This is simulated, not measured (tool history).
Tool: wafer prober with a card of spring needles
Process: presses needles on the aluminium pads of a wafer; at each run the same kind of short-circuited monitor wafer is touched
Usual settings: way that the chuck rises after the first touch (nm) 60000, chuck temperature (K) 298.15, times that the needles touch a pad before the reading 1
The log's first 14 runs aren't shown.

| run | day | way that the chuck rises after the first touch (nm) | chuck temperature (K) | times that the needles touch a pad before the reading | resistance of one needle with its contact and lead (mohm) | way that a needle slides on the pad (nm) |
|---|---|---|---|---|---|---|
|  | 8.812 | tips cleaned on abrasive film |
| 15 | 8.975 | 60000 | 298.15 | 1 | 353 | 15640 |
|  | 9.271 | tips cleaned on abrasive film |
| 16 | 9.646 | 60000 | 298.15 | 2 | 359 | 15660 |
|  | 9.729 | tips cleaned on abrasive film |
| 17 | 10.146 | 60000 | 298.15 | 2 | 378 | 15580 |
|  | 10.217 | tips cleaned on abrasive film |
|  | 10.65 | tips cleaned on abrasive film |
| 18 | 10.929 | 60000 | 337.15 | 2 | 351 | 15490 |
|  | 11.096 | tips cleaned on abrasive film |
|  | 11.55 | tips cleaned on abrasive film |
| 19 | 11.6 | 60000 | 337.15 | 2 | 296 | 15560 |
|  | 12.05 | tips cleaned on abrasive film |
| 20 | 12.262 | 60000 | 337.15 | 2 | 334 | 15570 |
|  | 12.483 | tips cleaned on abrasive film |
|  | 12.938 | tips cleaned on abrasive film |
| 21 | 13.121 | 60000 | 337.15 | 2 | 331 | 15600 |
|  | 13.425 | tips cleaned on abrasive film |
|  | 13.862 | tips cleaned on abrasive film |
| 22 | 13.933 | 52000 | 340.15 | 3 | 294 | 13260 |
|  | 14.292 | tips cleaned on abrasive film |
| 23 | 14.583 | 52000 | 298.15 | 2 | 394 | 13360 |
|  | 14.746 | tips cleaned on abrasive film |
|  | 15.208 | tips cleaned on abrasive film |
| 24 | 15.246 | 52000 | 298.15 | 2 | 292 | 13340 |
|  | 15.675 | tips cleaned on abrasive film |
| 25 | 15.675 | 50000 | 298.15 | 1 | 292 | 12590 |
|  | 16.15 | tips cleaned on abrasive film |
| 26 | 16.354 | 50000 | 298.15 | 1 | 432 | 12670 |
|  | 16.629 | tips cleaned on abrasive film |
|  | 17.088 | tips cleaned on abrasive film |
| 27 | 17.146 | 64000 | 346.15 | 3 | 288 | 16530 |
|  | 17.546 | tips cleaned on abrasive film |
| 28 | 17.817 | 45000 | 383.15 | 1 | 533 | 11280 |
|  | 18.021 | tips cleaned on abrasive film |
|  | 18.467 | tips cleaned on abrasive film |
| 29 | 18.6 | 74000 | 352.15 | 2 | 298 | 18930 |
|  | 18.958 | tips cleaned on abrasive film |
| 30 | 18.988 | 74000 | 352.15 | 2 | 286 | 18860 |
|  | 19.446 | tips cleaned on abrasive film |
| 31 | 19.75 | 59000 | 371.15 | 2 | 380 | 14960 |

5 ways to go on from here, each from the tool as it stands after run 31. What would each give?
|  | 19.929 | tips cleaned on abrasive film |
| A | 20.262 | 59000 | 298.15 | 1 | ? | ? |
|  | 19.929 | tips cleaned on abrasive film |
| B | 20.262 | 49000 | 397.15 | 1 | ? | ? |
|  | 19.929 | tips cleaned on abrasive film |
| C | 20.262 | 59000 | 371.15 | 2 | ? | ? |
|  | 19.929 | tips cleaned on abrasive film |
| D | 20.262 | 65000 | 371.15 | 2 | ? | ? |
|  | 19.929 | tips cleaned on abrasive film |
| E | 20.262 | 59000 | 314.15 | 2 | ? | ? |

| run | resistance of one needle with its contact and lead (mohm) | way that a needle slides on the pad (nm) |
|---|---|---|
| A | 449 | 14970 |
| B | 527 | 12420 |
| C | 382 | 14920 |
| D | 356 | 16660 |
| E | 370 | 14960 |
Without the tool's hidden state the same runs would have given:
| run | resistance of one needle with its contact and lead (mohm) | way that a needle slides on the pad (nm) |
|---|---|---|
| A | 254 | 15450 |
| B | 287 | 12910 |
| C | 276 | 15400 |
| D | 269 | 17150 |
| E | 256 | 15440 |
